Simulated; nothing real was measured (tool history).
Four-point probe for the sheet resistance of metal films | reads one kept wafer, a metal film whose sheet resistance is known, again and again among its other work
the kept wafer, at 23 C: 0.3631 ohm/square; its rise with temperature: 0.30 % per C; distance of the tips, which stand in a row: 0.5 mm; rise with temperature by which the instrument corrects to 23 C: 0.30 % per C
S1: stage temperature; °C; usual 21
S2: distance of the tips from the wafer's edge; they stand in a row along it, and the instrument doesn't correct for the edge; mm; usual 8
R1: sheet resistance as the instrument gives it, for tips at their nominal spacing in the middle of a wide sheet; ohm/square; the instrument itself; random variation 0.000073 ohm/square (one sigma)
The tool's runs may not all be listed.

| run | hour | S1 | S2 | R1 |
|---|---|---|---|---|
| 1 | 0.0 | 21 | 8 | 0.363286 |
| 2 | 39.7 | 21 | 8 | 0.363376 |
| 3 | 62.7 | 21 | 8 | 0.363200 |
| 4 | 87.7 | 21 | 8 | 0.363167 |
| 5 | 118.6 | 21 | 8 | 0.363223 |
| 6 | 159.9 | 21 | 8 | 0.363194 |
| 7 | 201.6 | 21 | 8 | 0.363028 |
| 8 | 231.2 | 21 | 8 | 0.363003 |
| 9 | 262.3 | 21 | 51 | 0.362382 |
| 10 | 297.8 | 21 | 8 | 0.362966 |
| 11 | 337.8 | 21 | 8 | 0.362926 |
| 12 | 371.9 | 21 | 8 | 0.362855 |
| 13 | 397.5 | 21 | 24 | 0.362123 |
| 14 | 427.1 | 21 | 24 | 0.362237 |
| 15 | 453.4 | 19 | 8 | 0.362911 |
| 16 | 493.8 | 19 | 8 | 0.362665 |
| 17 | 533.1 | 21 | 13 | 0.362127 |
| 18 | 556.4 | 21 | 13 | 0.362208 |
| 19 | 584.6 | 21 | 13 | 0.362141 |
| 20 | 626.7 | 21 | 69 | 0.361739 |
| 21 | 648.7 | 21 | 69 | 0.361790 |
| 22 | 679.8 | 21 | 69 | 0.361771 |
| 23 | 720.5 | 23 | 21 | 0.361754 |
|  | 748.5 | stage's thermometer calibrated |
| 24 | 762.3 | 23 | 21 | 0.362993 |
| 25 | 804.6 | 22 | 6 | 0.364136 |
| 26 | 825.7 | 22 | 22 | 0.362861 |
| 27 | 845.4 | 21 | 4 | 0.365842 |
| 28 | 886.7 | 21 | 4 | 0.365667 |
| 29 | 921.2 | 26 | 9 | 0.363174 |
| 30 | 952.5 | 31 | 7 | 0.363617 |
| 31 | 977.1 | 27 | 22 | 0.362557 |
| 32 | 1006.6 | 27 | 22 | 0.362703 |
| 33 | 1033.2 | 27 | 22 | 0.362676 |
| 34 | 1056.6 | 21 | 21 | 0.362566 |
| 35 | 1081.2 | 29 | 16 | 0.362530 |
| 36 | 1104.0 | 25 | 29 | 0.362563 |
| 37 | 1144.4 | 25 | 29 | 0.362340 |
| 38 | 1164.8 | 25 | 29 | 0.362429 |
| 39 | 1199.8 | 22 | 29 | 0.362378 |
| 40 | 1237.2 | 32 | 45 | 0.362306 |
| 41 | 1267.7 | 34 | 8 | 0.362978 |
| 42 | 1285.1 | 34 | 18 | 0.362329 |
| 43 | 1306.1 | 34 | 18 | 0.362351 |
| 44 | 1339.2 | 29 | 30 | 0.362216 |

The same runs without the tool's hidden state, with the same run-to-run variation:
The hidden state here: inner tips' distance over the nominal, %; tips' flats over new ones', %; wafer's true temperature over the reading, C; drift of the gauge itself on sheet_ohm, %.
| run | R1 |
|---|---|
| 1 | 0.363835 |
| 2 | 0.363974 |
| 3 | 0.363826 |
| 4 | 0.363820 |
| 5 | 0.363908 |
| 6 | 0.363929 |
| 7 | 0.363810 |
| 8 | 0.363818 |
| 9 | 0.363231 |
| 10 | 0.363856 |
| 11 | 0.363861 |
| 12 | 0.363827 |
| 13 | 0.363127 |
| 14 | 0.363275 |
| 15 | 0.363989 |
| 16 | 0.363789 |
| 17 | 0.363291 |
| 18 | 0.363398 |
| 19 | 0.363365 |
| 20 | 0.363008 |
| 21 | 0.363083 |
| 22 | 0.363098 |
| 23 | 0.363119 |
| 24 | 0.363310 |
| 25 | 0.364504 |
| 26 | 0.363251 |
| 27 | 0.366257 |
| 28 | 0.366131 |
| 29 | 0.363674 |
| 30 | 0.364152 |
| 31 | 0.363119 |
| 32 | 0.363300 |
| 33 | 0.363303 |
| 34 | 0.363222 |
| 35 | 0.363213 |
| 36 | 0.363273 |
| 37 | 0.363098 |
| 38 | 0.363210 |
| 39 | 0.363199 |
| 40 | 0.363167 |
| 41 | 0.363874 |
| 42 | 0.363244 |
| 43 | 0.363291 |
| 44 | 0.363194 |
